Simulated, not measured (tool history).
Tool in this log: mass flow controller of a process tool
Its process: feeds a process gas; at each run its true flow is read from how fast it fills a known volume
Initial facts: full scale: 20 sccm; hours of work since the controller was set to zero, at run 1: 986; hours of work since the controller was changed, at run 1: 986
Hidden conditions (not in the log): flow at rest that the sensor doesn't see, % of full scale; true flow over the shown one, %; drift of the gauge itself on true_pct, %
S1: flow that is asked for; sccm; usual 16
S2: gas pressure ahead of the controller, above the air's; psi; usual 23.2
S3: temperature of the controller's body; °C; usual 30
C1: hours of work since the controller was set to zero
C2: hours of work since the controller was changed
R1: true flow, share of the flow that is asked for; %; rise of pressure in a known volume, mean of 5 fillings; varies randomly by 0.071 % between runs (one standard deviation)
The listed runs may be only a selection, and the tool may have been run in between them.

Run 1, hour 0: usual settings; C1 986; C2 986. Result: R1 99.9 %.
Run 2, hour 53.3: usual settings but S1 6 sccm; C1 1023; C2 1023. Result: R1 98.74 %.
Run 3, hour 178.8: usual settings but S1 6 sccm; C1 1111; C2 1111. Result: R1 98.69 %.
Run 4, hour 285.1: usual settings; C1 1186; C2 1186. Result: R1 99.62 %.
Run 5, hour 406.4: usual settings; C1 1271; C2 1271. Result: R1 99.63 %.
Run 6, hour 535.7: usual settings but S1 10 sccm; C1 1362; C2 1362. Result: R1 98.84 %.
Run 7, hour 596.3: usual settings but S1 10 sccm; C1 1404; C2 1404. Result: R1 99.12 %.
Run 8, hour 653.7: usual settings but S3 34 °C; C1 1444; C2 1444. Result: R1 99.83 %.
Run 9, hour 781.8: usual settings but S3 24 °C; C1 1534; C2 1534. Result: R1 99.18 %.
Run 10, hour 906.6: usual settings but S3 24 °C; C1 1622; C2 1622. Result: R1 99.21 %.
Run 11, hour 1013.2: usual settings but S3 24 °C; C1 1696; C2 1696. Result: R1 99.25 %.
Run 12, hour 1139.5: usual settings but S1 18 sccm, S3 22 °C; C1 1785; C2 1785. Result: R1 99.18 %.
Run 13, hour 1191.5: usual settings but S1 5 sccm, S3 22 °C; C1 1821; C2 1821. Result: R1 97.31 %.
Run 14, hour 1249.2: usual settings but S1 5 sccm, S3 22 °C; C1 1862; C2 1862. Result: R1 97.45 %.
Run 15, hour 1301.7: usual settings but S1 13 sccm, S2 38.3 psi, S3 22 °C; C1 1899; C2 1899. Result: R1 97.74 %.
Run 16, hour 1356.6: usual settings but S1 3 sccm, S2 37.4 psi, S3 29 °C; C1 1937; C2 1937. Result: R1 96.14 %.
Run 17, hour 1474.9: usual settings but S1 3 sccm, S2 37.4 psi, S3 29 °C; C1 2020; C2 2020. Result: R1 96.04 %.
Run 18, hour 1556.5: usual settings but S1 3 sccm, S2 37.4 psi, S3 29 °C; C1 2077; C2 2077. Result: R1 95.84 %.
Run 19, hour 1666.1: usual settings but S1 5 sccm; C1 2154; C2 2154. Result: R1 97.54 %.
Run 20, hour 1785.8: usual settings but S1 5 sccm; C1 2238; C2 2238. Result: R1 97.54 %.
Run 21, hour 1849.1: usual settings but S1 5 sccm; C1 2282; C2 2282. Result: R1 97.41 %.

What if the next run were any one of these 5? Each begins from the tool's condition after run 21:
Run A, hour 1944.8: usual settings but S1 13 sccm, S3 28 °C; C1 2349; C2 2349. Result: R1 ?.
Run B, hour 1944.8: usual settings but S1 7 sccm; C1 2349; C2 2349. Result: R1 ?.
Run C, hour 1944.8: usual settings but S1 5 sccm, S2 29.6 psi; C1 2349; C2 2349. Result: R1 ?.
Run D, hour 1944.8: usual settings; C1 2349; C2 2349. Result: R1 ?.
Run E, hour 1944.8: usual settings but S1 3 sccm, S2 40.3 psi, S3 38 °C; C1 2349; C2 2349. Result: R1 ?.

run     R1
  A  98.74
  B  98.01
  C  97.13
  D  99.29
  E  95.79
Without the tool's hidden state the same runs would have given:
run      R1
  A    99.9
  B   99.62
  C   99.13
  D  100.35
  E   98.69
